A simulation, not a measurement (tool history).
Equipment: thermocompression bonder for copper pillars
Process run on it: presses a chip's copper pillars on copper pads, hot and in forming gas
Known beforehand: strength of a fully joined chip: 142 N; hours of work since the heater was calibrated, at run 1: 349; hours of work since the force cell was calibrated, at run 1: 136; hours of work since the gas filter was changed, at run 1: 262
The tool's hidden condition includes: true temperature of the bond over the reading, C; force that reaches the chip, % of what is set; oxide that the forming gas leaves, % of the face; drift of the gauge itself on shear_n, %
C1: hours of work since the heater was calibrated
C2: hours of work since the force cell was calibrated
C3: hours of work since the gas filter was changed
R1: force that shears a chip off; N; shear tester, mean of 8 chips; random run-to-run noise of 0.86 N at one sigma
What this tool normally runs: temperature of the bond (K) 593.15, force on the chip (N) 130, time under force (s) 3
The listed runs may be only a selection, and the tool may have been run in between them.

{"run": 1, "hour": 0.0, "temperature of the bond (K)": 593.15, "force on the chip (N)": 130, "time under force (s)": 3, "C1": 349, "C2": 136, "C3": 262, "R1": 62.1}
{"hour": 68.0, "done": "forming gas filter changed"}
{"run": 2, "hour": 72.9, "temperature of the bond (K)": 593.15, "force on the chip (N)": 130, "time under force (s)": 3, "C1": 379, "C2": 165, "C3": 2, "R1": 65.1}
{"run": 3, "hour": 111.2, "temperature of the bond (K)": 614.15, "force on the chip (N)": 130, "time under force (s)": 3, "C1": 395, "C2": 181, "C3": 18, "R1": 82.5}
{"run": 4, "hour": 183.5, "temperature of the bond (K)": 593.15, "force on the chip (N)": 130, "time under force (s)": 3, "C1": 424, "C2": 210, "C3": 47, "R1": 63.0}
{"run": 5, "hour": 251.4, "temperature of the bond (K)": 593.15, "force on the chip (N)": 130, "time under force (s)": 3, "C1": 451, "C2": 238, "C3": 75, "R1": 61.9}
{"run": 6, "hour": 309.2, "temperature of the bond (K)": 593.15, "force on the chip (N)": 130, "time under force (s)": 3, "C1": 475, "C2": 261, "C3": 98, "R1": 63.4}
{"run": 7, "hour": 343.0, "temperature of the bond (K)": 593.15, "force on the chip (N)": 130, "time under force (s)": 3, "C1": 489, "C2": 275, "C3": 112, "R1": 63.3}
{"run": 8, "hour": 387.1, "temperature of the bond (K)": 593.15, "force on the chip (N)": 114, "time under force (s)": 3, "C1": 507, "C2": 293, "C3": 130, "R1": 57.6}
{"run": 9, "hour": 462.8, "temperature of the bond (K)": 593.15, "force on the chip (N)": 130, "time under force (s)": 3, "C1": 537, "C2": 324, "C3": 160, "R1": 60.4}
{"run": 10, "hour": 517.9, "temperature of the bond (K)": 593.15, "force on the chip (N)": 130, "time under force (s)": 3, "C1": 560, "C2": 346, "C3": 183, "R1": 59.7}
{"run": 11, "hour": 580.6, "temperature of the bond (K)": 593.15, "force on the chip (N)": 130, "time under force (s)": 3, "C1": 585, "C2": 372, "C3": 208, "R1": 59.3}
{"run": 12, "hour": 624.7, "temperature of the bond (K)": 593.15, "force on the chip (N)": 130, "time under force (s)": 3, "C1": 603, "C2": 390, "C3": 226, "R1": 59.5}
{"run": 13, "hour": 684.6, "temperature of the bond (K)": 593.15, "force on the chip (N)": 130, "time under force (s)": 3, "C1": 628, "C2": 414, "C3": 251, "R1": 58.4}
{"run": 14, "hour": 730.7, "temperature of the bond (K)": 593.15, "force on the chip (N)": 194, "time under force (s)": 3, "C1": 646, "C2": 433, "C3": 269, "R1": 69.7}
{"run": 15, "hour": 768.3, "temperature of the bond (K)": 601.15, "force on the chip (N)": 79, "time under force (s)": 3, "C1": 662, "C2": 448, "C3": 285, "R1": 50.6}
{"hour": 775.2, "done": "forming gas filter changed"}
{"run": 16, "hour": 818.7, "temperature of the bond (K)": 601.15, "force on the chip (N)": 79, "time under force (s)": 3, "C1": 682, "C2": 468, "C3": 18, "R1": 52.4}
{"run": 17, "hour": 862.2, "temperature of the bond (K)": 581.15, "force on the chip (N)": 157, "time under force (s)": 2, "C1": 700, "C2": 486, "C3": 35, "R1": 46.1}
{"run": 18, "hour": 913.8, "temperature of the bond (K)": 593.15, "force on the chip (N)": 130, "time under force (s)": 4, "C1": 721, "C2": 507, "C3": 56, "R1": 64.9}
{"run": 19, "hour": 962.0, "temperature of the bond (K)": 593.15, "force on the chip (N)": 130, "time under force (s)": 4, "C1": 740, "C2": 527, "C3": 76, "R1": 65.6}
{"run": 20, "hour": 1039.7, "temperature of the bond (K)": 589.15, "force on the chip (N)": 130, "time under force (s)": 3, "C1": 772, "C2": 558, "C3": 108, "R1": 56.0}
{"run": 21, "hour": 1073.8, "temperature of the bond (K)": 570.15, "force on the chip (N)": 164, "time under force (s)": 8, "C1": 786, "C2": 572, "C3": 121, "R1": 65.5}
{"hour": 1104.9, "done": "heater calibrated with a thermocouple chip"}
{"run": 22, "hour": 1117.9, "temperature of the bond (K)": 608.15, "force on the chip (N)": 149, "time under force (s)": 2, "C1": 5, "C2": 589, "C3": 138, "R1": 72.8}
{"run": 23, "hour": 1169.2, "temperature of the bond (K)": 608.15, "force on the chip (N)": 165, "time under force (s)": 3, "C1": 26, "C2": 610, "C3": 159, "R1": 85.1}
{"run": 24, "hour": 1238.7, "temperature of the bond (K)": 590.15, "force on the chip (N)": 92, "time under force (s)": 6, "C1": 54, "C2": 638, "C3": 188, "R1": 67.9}
{"run": 25, "hour": 1289.9, "temperature of the bond (K)": 580.15, "force on the chip (N)": 92, "time under force (s)": 3, "C1": 75, "C2": 659, "C3": 208, "R1": 45.6}
{"run": 26, "hour": 1359.0, "temperature of the bond (K)": 593.15, "force on the chip (N)": 103, "time under force (s)": 5, "C1": 103, "C2": 687, "C3": 237, "R1": 68.8}
{"run": 27, "hour": 1435.4, "temperature of the bond (K)": 614.15, "force on the chip (N)": 182, "time under force (s)": 3, "C1": 134, "C2": 718, "C3": 268, "R1": 91.9}

Consider 3 possible next runs. They are alternatives, not a sequence: every one starts from the tool as it was left by run 27. What does each give?
{"hour": 1485.4, "done": "forming gas filter changed"}
{"run": "A", "hour": 1506.3, "temperature of the bond (K)": 589.15, "force on the chip (N)": 130, "time under force (s)": 2, "C1": 163, "C2": 747, "C3": 9, "R1": "?"}
{"hour": 1485.4, "done": "forming gas filter changed"}
{"run": "B", "hour": 1506.3, "temperature of the bond (K)": 593.15, "force on the chip (N)": 87, "time under force (s)": 3, "C1": 163, "C2": 747, "C3": 9, "R1": "?"}
{"hour": 1485.4, "done": "forming gas filter changed"}
{"run": "C", "hour": 1506.3, "temperature of the bond (K)": 593.15, "force on the chip (N)": 190, "time under force (s)": 3, "C1": 163, "C2": 747, "C3": 9, "R1": "?"}

run=A R1=54.4
run=B R1=54.0
run=C R1=77.7
Without the tool's unlogged condition, the same runs would have read:
run=A R1=59.1
run=B R1=58.6
run=C R1=83.1
